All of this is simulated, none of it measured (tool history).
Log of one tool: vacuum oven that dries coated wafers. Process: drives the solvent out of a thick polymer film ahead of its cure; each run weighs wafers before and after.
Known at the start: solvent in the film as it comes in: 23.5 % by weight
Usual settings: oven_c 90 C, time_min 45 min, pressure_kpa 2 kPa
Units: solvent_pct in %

Run 1, hour 0: usual settings. Result: solvent_pct 2.88 %.
Run 2, hour 51.3: usual settings. Result: solvent_pct 2.91 %.
Run 3, hour 167: usual settings. Result: solvent_pct 2.88 %.
Run 4, hour 256: usual settings. Result: solvent_pct 2.82 %.
Run 5, hour 311.6: usual settings. Result: solvent_pct 2.84 %.
Run 6, hour 395.1: usual settings. Result: solvent_pct 2.81 %.
Run 7, hour 484.9: usual settings. Result: solvent_pct 2.82 %.
Run 8, hour 592.6: usual settings. Result: solvent_pct 2.77 %.
At hour 604.9: oven's thermocouples calibrated.
Run 9, hour 658.3: usual settings. Result: solvent_pct 2.55 %.
Run 10, hour 749.4: usual settings but time_min 48 min. Result: solvent_pct 2.34 %.
Run 11, hour 817.1: usual settings but time_min 48 min. Result: solvent_pct 2.34 %.
Run 12, hour 884.3: usual settings. Result: solvent_pct 2.51 %.
Run 13, hour 956.7: usual settings but time_min 81 min. Result: solvent_pct 1.62 %.
At hour 1061.3: oven's thermocouples calibrated, once more.
Run 14, hour 1077.3: usual settings but time_min 81 min. Result: solvent_pct 1.97 %.
Run 15, hour 1159.8: usual settings but time_min 81 min. Result: solvent_pct 1.95 %.
At hour 1236.2: vacuum gauge cleaned of residue and calibrated.
Run 16, hour 1236.2: usual settings but time_min 81 min. Result: solvent_pct 1.75 %.
Run 17, hour 1303.1: usual settings but time_min 30 min. Result: solvent_pct 4.9 %.
Run 18, hour 1400.3: usual settings but oven_c 89 C, time_min 56 min. Result: solvent_pct 2.51 %.
Run 19, hour 1494.8: usual settings but oven_c 103 C. Result: solvent_pct 1.08 %.
Run 20, hour 1543: usual settings but oven_c 103 C, time_min 41 min, pressure_kpa 3.32 kPa. Result: solvent_pct 1.76 %.
Run 21, hour 1658.7: usual settings but oven_c 81 C, time_min 41 min, pressure_kpa 2.56 kPa. Result: solvent_pct 6.89 %.
Run 22, hour 1771.2: usual settings but time_min 53 min, pressure_kpa 3.79 kPa. Result: solvent_pct 3.72 %.
Run 23, hour 1841.3: usual settings but oven_c 97 C, time_min 53 min, pressure_kpa 3.79 kPa. Result: solvent_pct 2.47 %.
Run 24, hour 1896.4: usual settings but oven_c 89 C, time_min 53 min, pressure_kpa 6.04 kPa. Result: solvent_pct 5.62 %.

The same runs without the tool's hidden state, with the same run-to-run variation:
The hidden state here: true wafer temperature over the reading, C; true pressure over the reading, kPa; drift of the gauge itself on solvent_pct, %.
run  solvent_pct
  1         3.18
  2         3.23
  3         3.22
  4         3.18
  5         3.21
  6         3.19
  7         3.22
  8         3.19
  9         3.22
 10         2.95
 11         2.97
 12         3.22
 13         1.81
 14         1.82
 15          1.8
 16         1.82
 17         5.18
 18         2.69
 19         1.14
 20         1.85
 21         7.37
 22         4.01
 23         2.61
 24         6.05

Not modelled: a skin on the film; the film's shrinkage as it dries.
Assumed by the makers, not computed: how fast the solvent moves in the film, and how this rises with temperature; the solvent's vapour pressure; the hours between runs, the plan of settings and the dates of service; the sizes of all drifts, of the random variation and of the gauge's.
